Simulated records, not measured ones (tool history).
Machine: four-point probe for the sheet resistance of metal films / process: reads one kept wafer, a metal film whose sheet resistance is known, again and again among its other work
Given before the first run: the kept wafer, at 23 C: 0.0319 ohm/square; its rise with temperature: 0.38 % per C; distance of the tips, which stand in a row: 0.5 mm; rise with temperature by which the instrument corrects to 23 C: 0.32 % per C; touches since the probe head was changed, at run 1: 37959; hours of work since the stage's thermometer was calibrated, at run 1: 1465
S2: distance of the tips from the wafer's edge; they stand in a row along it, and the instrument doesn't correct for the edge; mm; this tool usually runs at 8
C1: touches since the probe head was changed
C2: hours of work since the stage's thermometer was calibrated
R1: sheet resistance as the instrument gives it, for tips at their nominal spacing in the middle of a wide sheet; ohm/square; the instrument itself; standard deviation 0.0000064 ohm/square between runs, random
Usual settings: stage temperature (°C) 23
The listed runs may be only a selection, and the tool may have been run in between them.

run 1 hour=0.0 | stage_temperature_(°C)=23 S2=8 | C1=37959 C2=1465 | R1=0.031963
run 2 hour=69.9 | stage_temperature_(°C)=23 S2=8 | C1=39957 C2=1517 | R1=0.031951
run 3 hour=131.1 | stage_temperature_(°C)=23 S2=8 | C1=41707 C2=1562 | R1=0.031940
run 4 hour=222.5 | stage_temperature_(°C)=23 S2=8 | C1=44322 C2=1629 | R1=0.031929
run 5 hour=300.0 | stage_temperature_(°C)=34 S2=8 | C1=46537 C2=1687 | R1=0.032115
run 6 hour=387.0 | stage_temperature_(°C)=34 S2=8 | C1=49023 C2=1751 | R1=0.032117
run 7 hour=431.5 | stage_temperature_(°C)=25 S2=18 | C1=50297 C2=1784 | R1=0.031901
run 8 hour=529.5 | stage_temperature_(°C)=25 S2=18 | C1=53100 C2=1856 | R1=0.031885
run 9 hour=614.1 | stage_temperature_(°C)=18 S2=7 | C1=55518 C2=1919 | R1=0.031826
run 10 hour=682.4 | stage_temperature_(°C)=28 S2=67 | C1=57471 C2=1969 | R1=0.031918
run 11 hour=745.6 | stage_temperature_(°C)=19 S2=55 | C1=59278 C2=2016 | R1=0.031753
run 12 hour=791.8 | stage_temperature_(°C)=19 S2=55 | C1=60597 C2=2050 | R1=0.031746

Table of differences, measured result less the result of that run with no hidden state. Run-to-run variation is the same in both. Gauge scatter possibly is not:
The tool's hidden condition here consists of: inner tips' distance over the nominal, %; tips' flats over new ones', %; wafer's true temperature over the reading, C; drift of the gauge itself on sheet_ohm, %.
run=1 R1=-0.000012
run=2 R1=-0.000018
run=3 R1=-0.000024
run=4 R1=-0.000031
run=5 R1=-0.000036
run=6 R1=-0.000043
run=7 R1=-0.000049
run=8 R1=-0.000056
run=9 R1=-0.000066
run=10 R1=-0.000069
run=11 R1=-0.000076
run=12 R1=-0.000080

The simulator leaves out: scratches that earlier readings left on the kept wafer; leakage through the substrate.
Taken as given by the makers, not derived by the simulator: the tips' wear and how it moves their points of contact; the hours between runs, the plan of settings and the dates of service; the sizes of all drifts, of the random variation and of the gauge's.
